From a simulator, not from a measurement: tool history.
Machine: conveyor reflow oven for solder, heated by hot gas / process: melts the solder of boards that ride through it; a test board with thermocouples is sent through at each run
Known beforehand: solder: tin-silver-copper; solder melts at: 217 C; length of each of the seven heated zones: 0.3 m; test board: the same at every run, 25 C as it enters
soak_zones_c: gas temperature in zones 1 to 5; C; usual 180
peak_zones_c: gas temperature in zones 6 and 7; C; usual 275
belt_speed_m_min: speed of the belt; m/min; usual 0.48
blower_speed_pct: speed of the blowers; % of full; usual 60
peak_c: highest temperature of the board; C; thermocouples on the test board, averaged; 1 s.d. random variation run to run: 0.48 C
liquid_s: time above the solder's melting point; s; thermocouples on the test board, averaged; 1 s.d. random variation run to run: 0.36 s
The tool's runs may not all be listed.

run 1 hour=0 | soak_zones_c=180 peak_zones_c=275 belt_speed_m_min=0.48 blower_speed_pct=60 | peak_c=252.9 liquid_s=58
run 2 hour=18.5 | soak_zones_c=180 peak_zones_c=275 belt_speed_m_min=0.48 blower_speed_pct=60 | peak_c=252.5 liquid_s=57.4
run 3 hour=36.2 | soak_zones_c=180 peak_zones_c=275 belt_speed_m_min=0.48 blower_speed_pct=60 | peak_c=252.2 liquid_s=57.5
run 4 hour=56.1 | soak_zones_c=180 peak_zones_c=275 belt_speed_m_min=0.48 blower_speed_pct=60 | peak_c=252.8 liquid_s=57.5
-- hour=66.8 flux residue cleaned out of gas plates and filters
run 5 hour=97.5 | soak_zones_c=180 peak_zones_c=275 belt_speed_m_min=0.48 blower_speed_pct=60 | peak_c=256.2 liquid_s=60.1
run 6 hour=117.1 | soak_zones_c=180 peak_zones_c=284 belt_speed_m_min=0.48 blower_speed_pct=60 | peak_c=262.6 liquid_s=64.2
run 7 hour=147.5 | soak_zones_c=180 peak_zones_c=284 belt_speed_m_min=0.48 blower_speed_pct=60 | peak_c=263.4 liquid_s=64.3
run 8 hour=172.5 | soak_zones_c=180 peak_zones_c=275 belt_speed_m_min=0.48 blower_speed_pct=83 | peak_c=260.5 liquid_s=64.5
run 9 hour=196.6 | soak_zones_c=180 peak_zones_c=275 belt_speed_m_min=0.48 blower_speed_pct=83 | peak_c=260.9 liquid_s=64.4
run 10 hour=225.7 | soak_zones_c=180 peak_zones_c=275 belt_speed_m_min=0.48 blower_speed_pct=83 | peak_c=260.5 liquid_s=64
run 11 hour=256.5 | soak_zones_c=180 peak_zones_c=275 belt_speed_m_min=0.48 blower_speed_pct=67 | peak_c=256 liquid_s=61
run 12 hour=283.6 | soak_zones_c=180 peak_zones_c=275 belt_speed_m_min=0.48 blower_speed_pct=60 | peak_c=254.1 liquid_s=60
run 13 hour=318.1 | soak_zones_c=180 peak_zones_c=275 belt_speed_m_min=0.48 blower_speed_pct=60 | peak_c=254.2 liquid_s=59.8
run 14 hour=336 | soak_zones_c=180 peak_zones_c=275 belt_speed_m_min=0.48 blower_speed_pct=60 | peak_c=254.5 liquid_s=59.2
run 15 hour=355.5 | soak_zones_c=180 peak_zones_c=275 belt_speed_m_min=0.48 blower_speed_pct=58 | peak_c=253.2 liquid_s=58.2
run 16 hour=374.8 | soak_zones_c=180 peak_zones_c=275 belt_speed_m_min=0.48 blower_speed_pct=58 | peak_c=253.5 liquid_s=58.7
run 17 hour=407.9 | soak_zones_c=168 peak_zones_c=275 belt_speed_m_min=0.509 blower_speed_pct=60 | peak_c=249.6 liquid_s=47.5
run 18 hour=435.2 | soak_zones_c=168 peak_zones_c=275 belt_speed_m_min=0.509 blower_speed_pct=60 | peak_c=248.7 liquid_s=48
run 19 hour=463.1 | soak_zones_c=168 peak_zones_c=270 belt_speed_m_min=0.492 blower_speed_pct=90 | peak_c=252.5 liquid_s=54.5
run 20 hour=499.9 | soak_zones_c=170 peak_zones_c=270 belt_speed_m_min=0.492 blower_speed_pct=67 | peak_c=247.2 liquid_s=50.4
run 21 hour=517.3 | soak_zones_c=176 peak_zones_c=270 belt_speed_m_min=0.423 blower_speed_pct=61 | peak_c=252.7 liquid_s=65.4
run 22 hour=536.5 | soak_zones_c=176 peak_zones_c=270 belt_speed_m_min=0.423 blower_speed_pct=61 | peak_c=252.6 liquid_s=65.1
run 23 hour=572.4 | soak_zones_c=180 peak_zones_c=275 belt_speed_m_min=0.524 blower_speed_pct=62 | peak_c=250.5 liquid_s=51.4
run 24 hour=595.5 | soak_zones_c=193 peak_zones_c=281 belt_speed_m_min=0.546 blower_speed_pct=75 | peak_c=260.7 liquid_s=60
run 25 hour=621.9 | soak_zones_c=186 peak_zones_c=275 belt_speed_m_min=0.524 blower_speed_pct=60 | peak_c=251.4 liquid_s=54.4
run 26 hour=644.2 | soak_zones_c=189 peak_zones_c=277 belt_speed_m_min=0.48 blower_speed_pct=56 | peak_c=255 liquid_s=63.4
run 27 hour=663.2 | soak_zones_c=189 peak_zones_c=277 belt_speed_m_min=0.48 blower_speed_pct=56 | peak_c=254.4 liquid_s=63.2
run 28 hour=685.4 | soak_zones_c=189 peak_zones_c=265 belt_speed_m_min=0.467 blower_speed_pct=73 | peak_c=249.5 liquid_s=62.6
run 29 hour=709.3 | soak_zones_c=189 peak_zones_c=265 belt_speed_m_min=0.467 blower_speed_pct=73 | peak_c=250 liquid_s=62.1
run 30 hour=745.4 | soak_zones_c=194 peak_zones_c=278 belt_speed_m_min=0.518 blower_speed_pct=66 | peak_c=256.6 liquid_s=61.8

Predict each of these 3 candidate next runs independently; none follows another, all start after run 30:
run A hour=778 | soak_zones_c=165 peak_zones_c=278 belt_speed_m_min=0.518 blower_speed_pct=66 | peak_c=? liquid_s=?
run B hour=778 | soak_zones_c=192 peak_zones_c=273 belt_speed_m_min=0.518 blower_speed_pct=77 | peak_c=? liquid_s=?
run C hour=778 | soak_zones_c=187 peak_zones_c=278 belt_speed_m_min=0.518 blower_speed_pct=66 | peak_c=? liquid_s=?

run=A peak_c=250.3 liquid_s=46.4
run=B peak_c=253.7 liquid_s=59.4
run=C peak_c=254.1 liquid_s=57.2
Stripped of hidden state, with their random variation kept, the same runs would have yielded:
run=A peak_c=257.2 liquid_s=51.5
run=B peak_c=259.7 liquid_s=62.7
run=C peak_c=260.2 liquid_s=60.9

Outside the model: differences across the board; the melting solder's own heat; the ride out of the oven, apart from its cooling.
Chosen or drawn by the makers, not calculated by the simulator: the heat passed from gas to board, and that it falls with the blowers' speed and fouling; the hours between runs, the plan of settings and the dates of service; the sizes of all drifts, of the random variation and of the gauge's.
